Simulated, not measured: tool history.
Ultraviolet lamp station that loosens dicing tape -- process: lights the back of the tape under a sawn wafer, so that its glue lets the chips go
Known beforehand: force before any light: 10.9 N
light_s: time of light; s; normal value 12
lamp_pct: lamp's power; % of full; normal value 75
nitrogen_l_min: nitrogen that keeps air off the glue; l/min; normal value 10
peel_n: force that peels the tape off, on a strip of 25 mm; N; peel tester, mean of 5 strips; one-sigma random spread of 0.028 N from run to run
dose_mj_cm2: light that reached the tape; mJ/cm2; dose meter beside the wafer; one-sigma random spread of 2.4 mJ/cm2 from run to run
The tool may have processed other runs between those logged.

run 1 hour=0.0 | light_s=12 lamp_pct=75 nitrogen_l_min=10 | peel_n=1.365 dose_mj_cm2=255
run 2 hour=8.3 | light_s=12 lamp_pct=75 nitrogen_l_min=10 | peel_n=1.392 dose_mj_cm2=258
run 3 hour=16.4 | light_s=20 lamp_pct=75 nitrogen_l_min=10 | peel_n=0.481 dose_mj_cm2=424
run 4 hour=23.4 | light_s=20 lamp_pct=75 nitrogen_l_min=10 | peel_n=0.498 dose_mj_cm2=423
run 5 hour=28.1 | light_s=12 lamp_pct=75 nitrogen_l_min=10 | peel_n=1.434 dose_mj_cm2=259
run 6 hour=36.7 | light_s=12 lamp_pct=75 nitrogen_l_min=10 | peel_n=1.466 dose_mj_cm2=255
run 7 hour=42.0 | light_s=12 lamp_pct=67 nitrogen_l_min=10 | peel_n=1.661 dose_mj_cm2=228
run 8 hour=46.7 | light_s=12 lamp_pct=67 nitrogen_l_min=10 | peel_n=1.663 dose_mj_cm2=231
run 9 hour=54.8 | light_s=12 lamp_pct=67 nitrogen_l_min=10 | peel_n=1.704 dose_mj_cm2=226
run 10 hour=62.2 | light_s=12 lamp_pct=60 nitrogen_l_min=10 | peel_n=2.026 dose_mj_cm2=205
run 11 hour=67.9 | light_s=9 lamp_pct=75 nitrogen_l_min=10 | peel_n=2.245 dose_mj_cm2=190
run 12 hour=72.0 | light_s=19 lamp_pct=68 nitrogen_l_min=11 | peel_n=0.630 dose_mj_cm2=366
run 13 hour=78.6 | light_s=13 lamp_pct=66 nitrogen_l_min=3 | peel_n=2.863 dose_mj_cm2=245
run 14 hour=84.8 | light_s=20 lamp_pct=92 nitrogen_l_min=10 | peel_n=0.333 dose_mj_cm2=522
run 15 hour=91.2 | light_s=7 lamp_pct=92 nitrogen_l_min=4 | peel_n=3.640 dose_mj_cm2=185
run 16 hour=99.5 | light_s=10 lamp_pct=85 nitrogen_l_min=7 | peel_n=1.849 dose_mj_cm2=240
run 17 hour=104.6 | light_s=10 lamp_pct=85 nitrogen_l_min=7 | peel_n=1.903 dose_mj_cm2=237
run 18 hour=113.7 | light_s=18 lamp_pct=62 nitrogen_l_min=3 | peel_n=1.942 dose_mj_cm2=317
run 19 hour=118.1 | light_s=6 lamp_pct=99 nitrogen_l_min=17 | peel_n=2.234 dose_mj_cm2=167
run 20 hour=122.1 | light_s=6 lamp_pct=99 nitrogen_l_min=17 | peel_n=2.235 dose_mj_cm2=167
run 21 hour=129.1 | light_s=6 lamp_pct=99 nitrogen_l_min=17 | peel_n=2.156 dose_mj_cm2=168
run 22 hour=135.8 | light_s=15 lamp_pct=99 nitrogen_l_min=3 | peel_n=1.167 dose_mj_cm2=419

Below are 4 alternative next runs, each starting from the tool's condition after run 22. Predict each:
run A hour=143.8 | light_s=6 lamp_pct=75 nitrogen_l_min=10 | peel_n=? dose_mj_cm2=?
run B hour=143.8 | light_s=6 lamp_pct=96 nitrogen_l_min=16 | peel_n=? dose_mj_cm2=?
run C hour=143.8 | light_s=15 lamp_pct=93 nitrogen_l_min=3 | peel_n=? dose_mj_cm2=?
run D hour=143.8 | light_s=12 lamp_pct=77 nitrogen_l_min=10 | peel_n=? dose_mj_cm2=?

run=A peel_n=3.837 dose_mj_cm2=127
run=B peel_n=2.315 dose_mj_cm2=164
run=C peel_n=1.272 dose_mj_cm2=392
run=D peel_n=1.317 dose_mj_cm2=263
With no hidden state in the tool, these same runs would have given:
run=A peel_n=3.832 dose_mj_cm2=128
run=B peel_n=2.311 dose_mj_cm2=164
run=C peel_n=1.269 dose_mj_cm2=393
run=D peel_n=1.314 dose_mj_cm2=263

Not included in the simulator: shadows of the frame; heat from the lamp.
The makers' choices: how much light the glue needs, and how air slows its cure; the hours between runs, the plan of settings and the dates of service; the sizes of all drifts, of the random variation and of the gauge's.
